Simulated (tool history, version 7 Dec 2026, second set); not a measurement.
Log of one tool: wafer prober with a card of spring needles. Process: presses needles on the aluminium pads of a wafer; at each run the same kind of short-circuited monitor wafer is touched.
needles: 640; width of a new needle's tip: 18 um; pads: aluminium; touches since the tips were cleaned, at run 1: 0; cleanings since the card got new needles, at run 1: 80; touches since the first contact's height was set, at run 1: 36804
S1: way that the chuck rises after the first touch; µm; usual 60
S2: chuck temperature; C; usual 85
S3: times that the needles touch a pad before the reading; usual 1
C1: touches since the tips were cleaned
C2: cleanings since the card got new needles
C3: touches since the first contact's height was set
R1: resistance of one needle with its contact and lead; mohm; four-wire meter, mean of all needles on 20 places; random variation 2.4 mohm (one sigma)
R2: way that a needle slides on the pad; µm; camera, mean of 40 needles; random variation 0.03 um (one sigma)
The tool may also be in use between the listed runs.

Run 1, hour 0.0: usual settings; C1 0; C2 80; C3 36804. Result: R1 283 mohm, R2 8.47 µm.
At hour 8.7: tips cleaned on abrasive film.
Run 2, hour 9.9: usual settings but S2 108 C; C1 391; C2 81; C3 40173. Result: R1 298 mohm, R2 8.40 µm.
At hour 16.4: tips cleaned on abrasive film.
Run 3, hour 22.3: usual settings but S3 2; C1 2034; C2 82; C3 44441. Result: R1 311 mohm, R2 8.50 µm.
At hour 24.2: tips cleaned on abrasive film.
At hour 32.4: tips cleaned on abrasive film.
Run 4, hour 37.6: usual settings but S2 59 C, S3 2; C1 1786; C2 84; C3 49646. Result: R1 296 mohm, R2 8.45 µm.
At hour 39.9: tips cleaned on abrasive film.
At hour 47.5: tips cleaned on abrasive film.
Run 5, hour 48.9: usual settings but S2 59 C, S3 2; C1 506; C2 86; C3 53484. Result: R1 281 mohm, R2 8.44 µm.
At hour 55.4: tips cleaned on abrasive film.
At hour 63.3: tips cleaned on abrasive film.
Run 6, hour 67.7: usual settings but S2 28 C, S3 2; C1 1520; C2 88; C3 59891. Result: R1 288 mohm, R2 8.44 µm.
At hour 71.5: tips cleaned on abrasive film.
At hour 80.0: tips cleaned on abrasive film.
Run 7, hour 82.6: usual settings but S2 28 C, S3 2; C1 884; C2 90; C3 64953. Result: R1 278 mohm, R2 8.44 µm.
At hour 88.3: tips cleaned on abrasive film.
At hour 96.6: tips cleaned on abrasive film.
At hour 104.7: tips cleaned on abrasive film.
Run 8, hour 104.7: usual settings but S2 28 C, S3 2; C1 0; C2 93; C3 72466. Result: R1 264 mohm, R2 8.35 µm.
At hour 112.8: tips cleaned on abrasive film.
At hour 120.9: tips cleaned on abrasive film.
Run 9, hour 122.9: usual settings; C1 694; C2 95; C3 78699. Result: R1 310 mohm, R2 8.36 µm.
At hour 129.3: tips cleaned on abrasive film.
At hour 137.5: tips cleaned on abrasive film.
Run 10, hour 142.4: usual settings but S1 49 µm, S2 119 C; C1 1717; C2 97; C3 85359. Result: R1 361 mohm, R2 6.78 µm.
At hour 144.5: tips cleaned on abrasive film.
At hour 151.8: tips cleaned on abrasive film.
At hour 159.8: tips cleaned on abrasive film.
Run 11, hour 160.1: usual settings but S1 49 µm, S2 119 C; C1 106; C2 100; C3 91345. Result: R1 303 mohm, R2 6.76 µm.
At hour 167.4: tips cleaned on abrasive film.
Run 12, hour 170.0: usual settings but S1 53 µm, S2 34 C; C1 893; C2 101; C3 94712. Result: R1 304 mohm, R2 7.31 µm.
At hour 175.2: tips cleaned on abrasive film.
At hour 182.7: tips cleaned on abrasive film.
Run 13, hour 184.0: usual settings but S1 71 µm, S2 118 C, S3 3; C1 466; C2 103; C3 99492. Result: R1 291 mohm, R2 9.83 µm.
At hour 190.7: tips cleaned on abrasive film.
At hour 198.4: tips cleaned on abrasive film.
Run 14, hour 200.4: usual settings but S1 71 µm, S2 118 C, S3 3; C1 664; C2 105; C3 105069. Result: R1 295 mohm, R2 9.84 µm.
At hour 205.9: tips cleaned on abrasive film.
Run 15, hour 211.3: usual settings but S1 71 µm, S2 118 C, S3 3; C1 1841; C2 106; C3 108792. Result: R1 299 mohm, R2 9.84 µm.
At hour 214.6: tips cleaned on abrasive film.
Run 16, hour 220.5: usual settings but S1 55 µm, S2 66 C; C1 2051; C2 107; C3 111956. Result: R1 342 mohm, R2 7.57 µm.
At hour 221.9: tips cleaned on abrasive film.
At hour 230.1: tips cleaned on abrasive film.
Run 17, hour 231.7: usual settings but S1 55 µm, S2 66 C; C1 546; C2 109; C3 115726. Result: R1 300 mohm, R2 7.56 µm.

Some steps in R1 between neighbouring runs. How much of each would the tool show without its hidden state too (settings, what came in, random variation), and how much is left for the hidden state, with any gauge scatter that isn't in both results?
The hidden state here: debris on the tips, nm; way that the needles fall short of the set height, um; tips' diameter, um; drift of the gauge itself on contact_mohm, %; drift of the gauge itself on scrub_um, %.
Run 10 -> 11: tips cleaned on abrasive film, tips cleaned on abrasive film, tips cleaned on abrasive film. R1 -58 mohm: hidden state -55, all else -3.
